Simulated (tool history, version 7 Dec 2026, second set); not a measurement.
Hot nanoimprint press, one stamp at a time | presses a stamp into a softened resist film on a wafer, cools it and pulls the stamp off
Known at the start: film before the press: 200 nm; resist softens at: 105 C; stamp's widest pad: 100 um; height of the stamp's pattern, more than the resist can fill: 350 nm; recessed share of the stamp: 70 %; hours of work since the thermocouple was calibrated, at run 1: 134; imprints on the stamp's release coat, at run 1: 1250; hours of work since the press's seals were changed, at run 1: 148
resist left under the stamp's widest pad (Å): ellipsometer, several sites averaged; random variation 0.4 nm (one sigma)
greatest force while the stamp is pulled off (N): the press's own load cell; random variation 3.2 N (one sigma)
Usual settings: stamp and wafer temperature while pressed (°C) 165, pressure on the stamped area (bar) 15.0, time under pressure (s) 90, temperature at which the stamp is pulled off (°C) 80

run,hour,stamp and wafer temperature while pressed (°C),pressure on the stamped area (bar),time under pressure (s),temperature at which the stamp is pulled off (°C),hours of work since the thermocouple was calibrated,imprints on the stamp's release coat,hours of work since the press's seals were changed,resist left under the stamp's widest pad (Å),greatest force while the stamp is pulled off (N)
1,0.0,165,15.0,90,80,134,1250,148,753,173
2,10.6,165,15.0,90,80,140,1272,154,764,173
3,20.2,165,15.0,90,80,146,1293,159,757,174
4,28.5,165,15.0,124,80,151,1311,164,665,174
5,43.8,165,10.4,124,80,159,1343,173,797,174
6,59.2,165,15.0,90,80,168,1376,182,750,177
7,74.0,165,15.0,90,80,177,1408,190,746,177
8,89.8,165,15.0,90,80,186,1442,200,758,177
9,104.5,165,15.0,90,80,194,1473,208,748,170
10,118.2,165,15.0,90,80,202,1502,216,749,180
11,124.9,165,15.0,90,80,206,1517,220,755,174
12,132.5,165,15.0,90,80,211,1533,224,753,175
13,139.2,165,15.0,90,80,215,1547,228,750,175
14,153.9,165,15.0,90,80,223,1579,237,753,175
15,161.9,165,15.0,90,80,228,1596,241,744,179
16,169.0,165,15.0,90,80,232,1611,245,755,174
17,179.6,165,15.0,90,80,238,1634,251,749,179
18,186.9,158,18.1,54,70,242,1649,256,1232,209
19,198.9,167,9.0,75,70,249,1675,263,914,205
20,212.9,169,10.5,75,70,257,1705,271,756,205
21,227.2,165,11.0,151,68,265,1735,279,718,208
22,236.5,165,13.3,130,74,271,1755,284,687,199
23,247.2,165,15.0,90,85,277,1778,290,753,164
24,257.9,165,15.0,90,85,283,1801,297,753,168
25,271.4,165,11.0,103,80,291,1830,304,824,181
# hour 287.7: stamp cleaned and given a new release coat
26,289.3,165,11.0,103,80,298,3,311,824,152

The next listed run, before its measurement:
# hour 300.9: plate thermocouple calibrated
27,302.8,165,11.0,103,80,1,26,317,?,?

Run 27 gave resist left under the stamp's widest pad (Å) 866, greatest force while the stamp is pulled off (N) 154.
Without the tool's hidden state the same run would have given resist left under the stamp's widest pad (Å) 858, greatest force while the stamp is pulled off (N) 153.

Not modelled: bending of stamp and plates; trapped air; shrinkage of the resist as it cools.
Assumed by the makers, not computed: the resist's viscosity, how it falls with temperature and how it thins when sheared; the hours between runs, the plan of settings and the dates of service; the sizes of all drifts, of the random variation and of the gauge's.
